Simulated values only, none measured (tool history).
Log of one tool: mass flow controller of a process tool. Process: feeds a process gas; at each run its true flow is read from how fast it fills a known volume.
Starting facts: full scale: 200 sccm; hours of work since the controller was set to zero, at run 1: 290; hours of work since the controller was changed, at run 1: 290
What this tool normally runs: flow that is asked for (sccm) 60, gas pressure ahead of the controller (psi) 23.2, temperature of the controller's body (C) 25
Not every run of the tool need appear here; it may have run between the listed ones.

| run | hour | flow that is asked for (sccm) | gas pressure ahead of the controller (psi) | temperature of the controller's body (C) | hours of work since the controller was set to zero | hours of work since the controller was changed | true flow (%) |
|---|---|---|---|---|---|---|---|
| 1 | 0.0 | 60 | 23.2 | 25 | 290 | 290 | 98.33 |
| 2 | 51.8 | 60 | 23.2 | 25 | 327 | 327 | 98.37 |
| 3 | 98.1 | 60 | 23.2 | 25 | 359 | 359 | 98.37 |
| 4 | 146.7 | 60 | 23.2 | 25 | 394 | 394 | 98.62 |
| 5 | 214.6 | 60 | 23.2 | 25 | 442 | 442 | 98.69 |
| 6 | 273.9 | 60 | 23.2 | 25 | 483 | 483 | 98.65 |
| 7 | 308.3 | 60 | 23.2 | 25 | 508 | 508 | 98.70 |
| 8 | 383.6 | 60 | 23.2 | 25 | 561 | 561 | 98.84 |
| 9 | 461.1 | 60 | 23.2 | 25 | 615 | 615 | 98.87 |
| 10 | 537.9 | 101 | 23.2 | 25 | 669 | 669 | 99.58 |
| 11 | 608.2 | 101 | 23.2 | 25 | 719 | 719 | 99.68 |
| 12 | 665.3 | 101 | 23.2 | 25 | 759 | 759 | 99.81 |
| 13 | 727.0 | 60 | 23.2 | 25 | 803 | 803 | 99.32 |
| 14 | 764.6 | 60 | 23.2 | 25 | 829 | 829 | 99.32 |
| 15 | 823.3 | 60 | 23.2 | 25 | 871 | 871 | 99.37 |
| 16 | 886.6 | 60 | 23.2 | 37 | 915 | 915 | 98.83 |
| 17 | 951.4 | 60 | 23.2 | 37 | 961 | 961 | 98.94 |
| 18 | 999.1 | 60 | 23.2 | 37 | 994 | 994 | 99.01 |
| 19 | 1065.0 | 60 | 23.2 | 37 | 1041 | 1041 | 99.09 |
| 20 | 1101.8 | 106 | 28.6 | 30 | 1067 | 1067 | 99.78 |
| 21 | 1147.6 | 66 | 23.2 | 25 | 1099 | 1099 | 99.81 |
| 22 | 1195.7 | 178 | 23.2 | 31 | 1133 | 1133 | 100.97 |
| 23 | 1247.7 | 178 | 23.2 | 31 | 1170 | 1170 | 101.03 |
| 24 | 1283.4 | 116 | 36.0 | 26 | 1195 | 1195 | 100.13 |
| 25 | 1327.9 | 60 | 38.4 | 27 | 1226 | 1226 | 99.36 |
| 26 | 1393.5 | 25 | 23.2 | 25 | 1272 | 1272 | 99.51 |
| 27 | 1463.1 | 25 | 23.2 | 25 | 1321 | 1321 | 99.71 |
| 28 | 1531.7 | 107 | 26.3 | 25 | 1370 | 1370 | 100.72 |
|  | 1584.4 | gauge calibrated |
| 29 | 1590.8 | 93 | 23.2 | 37 | 1411 | 1411 | 98.29 |
| 30 | 1663.7 | 60 | 33.5 | 25 | 1463 | 1463 | 98.24 |
| 31 | 1723.9 | 33 | 27.7 | 30 | 1505 | 1505 | 97.96 |
| 32 | 1769.7 | 33 | 27.7 | 30 | 1538 | 1538 | 97.85 |
| 33 | 1849.1 | 84 | 27.1 | 23 | 1594 | 1594 | 98.99 |
| 34 | 1884.9 | 56 | 23.2 | 21 | 1619 | 1619 | 98.76 |
| 35 | 1932.5 | 56 | 23.2 | 21 | 1652 | 1652 | 98.94 |
| 36 | 1995.2 | 32 | 23.8 | 25 | 1697 | 1697 | 98.56 |
| 37 | 2030.9 | 60 | 23.2 | 33 | 1722 | 1722 | 98.47 |

Here are 3 independent what-if runs from the current tool condition. What would each one return?
| A | 2108.4 | 102 | 26.3 | 22 | 1776 | 1776 | ? |
| B | 2108.4 | 178 | 23.2 | 25 | 1776 | 1776 | ? |
| C | 2108.4 | 60 | 31.8 | 22 | 1776 | 1776 | ? |

| run | true flow (%) |
|---|---|
| A | 99.46 |
| B | 100.55 |
| C | 98.89 |
Had the tool no hidden state, the same runs would have come out as:
| run | true flow (%) |
|---|---|
| A | 98.84 |
| B | 99.92 |
| C | 98.27 |
